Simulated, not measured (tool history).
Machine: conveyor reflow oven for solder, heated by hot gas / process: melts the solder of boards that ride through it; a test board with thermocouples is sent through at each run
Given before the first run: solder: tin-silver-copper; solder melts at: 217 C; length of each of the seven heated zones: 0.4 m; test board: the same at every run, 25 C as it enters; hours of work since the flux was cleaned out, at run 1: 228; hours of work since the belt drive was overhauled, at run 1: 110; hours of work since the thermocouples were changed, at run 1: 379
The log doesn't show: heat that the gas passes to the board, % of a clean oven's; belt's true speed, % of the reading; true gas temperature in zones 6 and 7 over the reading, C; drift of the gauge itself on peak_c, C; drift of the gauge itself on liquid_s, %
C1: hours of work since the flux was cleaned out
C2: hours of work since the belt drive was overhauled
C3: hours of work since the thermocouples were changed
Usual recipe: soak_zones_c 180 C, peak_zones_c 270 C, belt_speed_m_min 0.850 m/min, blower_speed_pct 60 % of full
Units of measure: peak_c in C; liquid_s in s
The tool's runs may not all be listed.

run 1 hour=0.0 | soak_zones_c=180 peak_zones_c=270 belt_speed_m_min=0.850 blower_speed_pct=60 | C1=228 C2=110 C3=379 | peak_c=252.1 liquid_s=43.62
run 2 hour=15.4 | soak_zones_c=180 peak_zones_c=270 belt_speed_m_min=0.850 blower_speed_pct=60 | C1=235 C2=118 C3=387 | peak_c=252.3 liquid_s=43.63
run 3 hour=33.2 | soak_zones_c=180 peak_zones_c=270 belt_speed_m_min=0.850 blower_speed_pct=60 | C1=244 C2=127 C3=396 | peak_c=252.0 liquid_s=43.62
run 4 hour=51.4 | soak_zones_c=180 peak_zones_c=270 belt_speed_m_min=0.850 blower_speed_pct=60 | C1=253 C2=136 C3=405 | peak_c=252.0 liquid_s=43.49
run 5 hour=64.5 | soak_zones_c=180 peak_zones_c=270 belt_speed_m_min=0.783 blower_speed_pct=60 | C1=260 C2=142 C3=411 | peak_c=254.2 liquid_s=48.96
run 6 hour=84.9 | soak_zones_c=180 peak_zones_c=270 belt_speed_m_min=0.783 blower_speed_pct=58 | C1=270 C2=152 C3=421 | peak_c=253.9 liquid_s=48.70
run 7 hour=109.8 | soak_zones_c=195 peak_zones_c=270 belt_speed_m_min=0.850 blower_speed_pct=60 | C1=282 C2=164 C3=433 | peak_c=254.6 liquid_s=49.85
run 8 hour=120.1 | soak_zones_c=195 peak_zones_c=270 belt_speed_m_min=0.850 blower_speed_pct=60 | C1=287 C2=169 C3=438 | peak_c=254.7 liquid_s=49.94
run 9 hour=137.1 | soak_zones_c=195 peak_zones_c=270 belt_speed_m_min=0.850 blower_speed_pct=60 | C1=295 C2=178 C3=447 | peak_c=254.5 liquid_s=49.86
run 10 hour=153.9 | soak_zones_c=180 peak_zones_c=270 belt_speed_m_min=0.814 blower_speed_pct=60 | C1=303 C2=186 C3=455 | peak_c=252.9 liquid_s=46.06
run 11 hour=171.0 | soak_zones_c=180 peak_zones_c=270 belt_speed_m_min=0.814 blower_speed_pct=60 | C1=312 C2=194 C3=463 | peak_c=252.8 liquid_s=46.10
run 12 hour=183.6 | soak_zones_c=180 peak_zones_c=270 belt_speed_m_min=0.814 blower_speed_pct=60 | C1=318 C2=200 C3=469 | peak_c=253.0 liquid_s=46.18
run 13 hour=201.0 | soak_zones_c=180 peak_zones_c=270 belt_speed_m_min=0.814 blower_speed_pct=60 | C1=327 C2=209 C3=478 | peak_c=252.9 liquid_s=45.96
run 14 hour=218.5 | soak_zones_c=180 peak_zones_c=270 belt_speed_m_min=0.814 blower_speed_pct=60 | C1=335 C2=218 C3=487 | peak_c=252.6 liquid_s=45.99
-- hour=242.3 flux residue cleaned out of gas plates and filters
run 15 hour=243.3 | soak_zones_c=180 peak_zones_c=270 belt_speed_m_min=0.850 blower_speed_pct=60 | C1=1 C2=227 C3=496 | peak_c=248.9 liquid_s=41.31
run 16 hour=264.5 | soak_zones_c=180 peak_zones_c=270 belt_speed_m_min=0.850 blower_speed_pct=60 | C1=11 C2=238 C3=507 | peak_c=248.9 liquid_s=41.35
run 17 hour=283.4 | soak_zones_c=180 peak_zones_c=270 belt_speed_m_min=0.850 blower_speed_pct=60 | C1=20 C2=247 C3=516 | peak_c=248.8 liquid_s=41.22
run 18 hour=295.0 | soak_zones_c=180 peak_zones_c=270 belt_speed_m_min=0.952 blower_speed_pct=84 | C1=26 C2=253 C3=522 | peak_c=248.8 liquid_s=36.76
run 19 hour=311.8 | soak_zones_c=180 peak_zones_c=270 belt_speed_m_min=0.952 blower_speed_pct=70 | C1=34 C2=261 C3=530 | peak_c=246.4 liquid_s=35.00
run 20 hour=336.8 | soak_zones_c=180 peak_zones_c=270 belt_speed_m_min=0.952 blower_speed_pct=70 | C1=46 C2=273 C3=542 | peak_c=246.3 liquid_s=34.81
run 21 hour=348.8 | soak_zones_c=185 peak_zones_c=270 belt_speed_m_min=0.911 blower_speed_pct=89 | C1=52 C2=279 C3=548 | peak_c=251.5 liquid_s=41.66
-- hour=362.1 flux residue cleaned out of gas plates and filters, once more
run 22 hour=379.2 | soak_zones_c=168 peak_zones_c=271 belt_speed_m_min=0.806 blower_speed_pct=89 | C1=8 C2=292 C3=561 | peak_c=259.8 liquid_s=48.15
run 23 hour=399.8 | soak_zones_c=168 peak_zones_c=258 belt_speed_m_min=0.806 blower_speed_pct=61 | C1=19 C2=302 C3=571 | peak_c=243.6 liquid_s=38.45
run 24 hour=424.7 | soak_zones_c=190 peak_zones_c=270 belt_speed_m_min=0.850 blower_speed_pct=61 | C1=31 C2=314 C3=583 | peak_c=256.0 liquid_s=49.10
run 25 hour=446.3 | soak_zones_c=182 peak_zones_c=277 belt_speed_m_min=0.850 blower_speed_pct=61 | C1=41 C2=324 C3=594 | peak_c=260.4 liquid_s=48.75
run 26 hour=457.5 | soak_zones_c=180 peak_zones_c=263 belt_speed_m_min=0.682 blower_speed_pct=54 | C1=47 C2=330 C3=599 | peak_c=252.3 liquid_s=56.69
run 27 hour=471.5 | soak_zones_c=177 peak_zones_c=269 belt_speed_m_min=0.850 blower_speed_pct=79 | C1=54 C2=337 C3=606 | peak_c=255.8 liquid_s=45.66
run 28 hour=483.5 | soak_zones_c=177 peak_zones_c=269 belt_speed_m_min=0.850 blower_speed_pct=77 | C1=60 C2=343 C3=612 | peak_c=255.2 liquid_s=45.48

What will run 29 give?
run 29 hour=498.4 | soak_zones_c=169 peak_zones_c=269 belt_speed_m_min=0.850 blower_speed_pct=66 | C1=67 C2=350 C3=619 | peak_c=? liquid_s=?

Run 29 produced peak_c 252.3 C, liquid_s 41.39 s.
The same run, on a tool lacking any hidden state, would have yielded peak_c 253.7 C, liquid_s 41.82 s.

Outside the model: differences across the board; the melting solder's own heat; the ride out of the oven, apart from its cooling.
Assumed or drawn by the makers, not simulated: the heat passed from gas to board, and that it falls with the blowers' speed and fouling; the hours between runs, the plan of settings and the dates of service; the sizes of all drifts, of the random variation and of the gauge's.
